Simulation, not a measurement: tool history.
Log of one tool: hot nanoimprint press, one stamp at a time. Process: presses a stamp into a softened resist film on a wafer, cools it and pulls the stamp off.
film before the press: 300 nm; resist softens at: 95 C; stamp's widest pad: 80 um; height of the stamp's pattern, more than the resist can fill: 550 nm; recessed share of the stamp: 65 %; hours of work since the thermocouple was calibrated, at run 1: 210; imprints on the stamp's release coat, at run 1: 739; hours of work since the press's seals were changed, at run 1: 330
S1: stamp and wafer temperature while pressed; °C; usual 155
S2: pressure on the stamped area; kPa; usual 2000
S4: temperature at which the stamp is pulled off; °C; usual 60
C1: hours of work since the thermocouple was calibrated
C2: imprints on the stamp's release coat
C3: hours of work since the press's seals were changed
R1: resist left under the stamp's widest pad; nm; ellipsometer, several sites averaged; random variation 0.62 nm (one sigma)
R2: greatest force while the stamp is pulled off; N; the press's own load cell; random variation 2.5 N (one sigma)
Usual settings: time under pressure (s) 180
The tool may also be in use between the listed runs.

{"run": 1, "hour": 0.0, "S1": 155, "S2": 2000, "time under pressure (s)": 180, "S4": 60, "C1": 210, "C2": 739, "C3": 330, "R1": 158.5, "R2": 203}
{"run": 2, "hour": 21.1, "S1": 155, "S2": 2000, "time under pressure (s)": 180, "S4": 60, "C1": 227, "C2": 856, "C3": 347, "R1": 159.7, "R2": 208}
{"run": 3, "hour": 30.1, "S1": 155, "S2": 2000, "time under pressure (s)": 180, "S4": 60, "C1": 234, "C2": 906, "C3": 354, "R1": 158.4, "R2": 207}
{"run": 4, "hour": 44.6, "S1": 155, "S2": 2000, "time under pressure (s)": 180, "S4": 60, "C1": 245, "C2": 987, "C3": 365, "R1": 159.1, "R2": 210}
{"run": 5, "hour": 57.2, "S1": 155, "S2": 2000, "time under pressure (s)": 180, "S4": 60, "C1": 255, "C2": 1057, "C3": 375, "R1": 159.1, "R2": 207}
{"run": 6, "hour": 68.8, "S1": 145, "S2": 2000, "time under pressure (s)": 180, "S4": 60, "C1": 264, "C2": 1121, "C3": 384, "R1": 241.9, "R2": 206}
{"run": 7, "hour": 77.7, "S1": 155, "S2": 2100, "time under pressure (s)": 180, "S4": 60, "C1": 271, "C2": 1171, "C3": 390, "R1": 155.4, "R2": 206}
{"run": 8, "hour": 93.4, "S1": 160, "S2": 2720, "time under pressure (s)": 231, "S4": 65, "C1": 283, "C2": 1258, "C3": 403, "R1": 94.8, "R2": 197}
{"hour": 104.9, "done": "stamp cleaned and given a new release coat"}
{"run": 9, "hour": 115.4, "S1": 143, "S2": 2000, "time under pressure (s)": 180, "S4": 53, "C1": 295, "C2": 58, "C3": 415, "R1": 256.3, "R2": 215}

Forecast run 10:
{"run": 10, "hour": 135.3, "S1": 155, "S2": 2000, "time under pressure (s)": 202, "S4": 60, "C1": 311, "C2": 169, "C3": 430, "R1": "?", "R2": "?"}

Run 10 gave R1 154.4 nm, R2 207 N.
Without the tool's hidden state the same run would have given R1 153.9 nm, R2 207 N.
